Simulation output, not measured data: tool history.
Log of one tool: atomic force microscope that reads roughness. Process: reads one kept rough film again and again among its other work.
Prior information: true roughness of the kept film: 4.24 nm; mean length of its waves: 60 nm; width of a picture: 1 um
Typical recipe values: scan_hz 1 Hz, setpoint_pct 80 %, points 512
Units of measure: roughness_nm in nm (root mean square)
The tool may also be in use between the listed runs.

Run 1, hour 0: usual settings. Result: roughness_nm 3.742 nm (root mean square).
Run 2, hour 36.6: usual settings but points 862. Result: roughness_nm 3.753 nm (root mean square).
Run 3, hour 65.3: usual settings but points 517. Result: roughness_nm 3.738 nm (root mean square).
Run 4, hour 87: usual settings but points 517. Result: roughness_nm 3.74 nm (root mean square).
Run 5, hour 112.4: usual settings but points 517. Result: roughness_nm 3.753 nm (root mean square).
Run 6, hour 141.7: usual settings but points 517. Result: roughness_nm 3.723 nm (root mean square).
At hour 163.8: new tip fitted.
Run 7, hour 169.2: usual settings but setpoint_pct 81 %. Result: roughness_nm 3.725 nm (root mean square).
Run 8, hour 190.9: usual settings but scan_hz 1.09 Hz. Result: roughness_nm 3.719 nm (root mean square).
Run 9, hour 240: usual settings but scan_hz 1.09 Hz. Result: roughness_nm 3.727 nm (root mean square).
Run 10, hour 264.9: usual settings but scan_hz 1.09 Hz. Result: roughness_nm 3.703 nm (root mean square).
Run 11, hour 307.7: usual settings but scan_hz 1.09 Hz. Result: roughness_nm 3.706 nm (root mean square).
At hour 338.8: new tip fitted.
Run 12, hour 357.2: usual settings but scan_hz 1.09 Hz. Result: roughness_nm 3.689 nm (root mean square).
Run 13, hour 410.1: usual settings but scan_hz 1.02 Hz, setpoint_pct 60 %. Result: roughness_nm 3.956 nm (root mean square).
Run 14, hour 454.1: usual settings but scan_hz 3.94 Hz. Result: roughness_nm 2.975 nm (root mean square).
Run 15, hour 476.8: usual settings but scan_hz 0.93 Hz, setpoint_pct 60 %, points 924. Result: roughness_nm 3.996 nm (root mean square).
At hour 515.6: new tip fitted.
Run 16, hour 515.6: usual settings but scan_hz 0.93 Hz, setpoint_pct 60 %, points 924. Result: roughness_nm 3.977 nm (root mean square).
Run 17, hour 540.5: usual settings but scan_hz 2.79 Hz. Result: roughness_nm 3.255 nm (root mean square).
Run 18, hour 577.7: usual settings but scan_hz 1.07 Hz, setpoint_pct 63 %, points 261. Result: roughness_nm 3.934 nm (root mean square).
Run 19, hour 601.6: usual settings but scan_hz 1.21 Hz, setpoint_pct 72 %, points 523. Result: roughness_nm 3.808 nm (root mean square).

Consider 3 possible next runs. They are alternatives, not a sequence: every one starts from the tool as it was left by run 19. What does each give?
Run A, hour 655: usual settings but scan_hz 3.17 Hz, setpoint_pct 58 %, points 842. Result: roughness_nm ?.
Run B, hour 655: usual settings but scan_hz 1.32 Hz, points 281. Result: roughness_nm ?.
Run C, hour 655: usual settings but scan_hz 0.95 Hz, setpoint_pct 82 %, points 643. Result: roughness_nm ?.

run  roughness_nm
  A         3.767
  B         3.602
  C         3.726
Take away the tool's hidden state, keep each run's random variation, and the runs would have read:
run  roughness_nm
  A         3.773
  B         3.608
  C         3.731
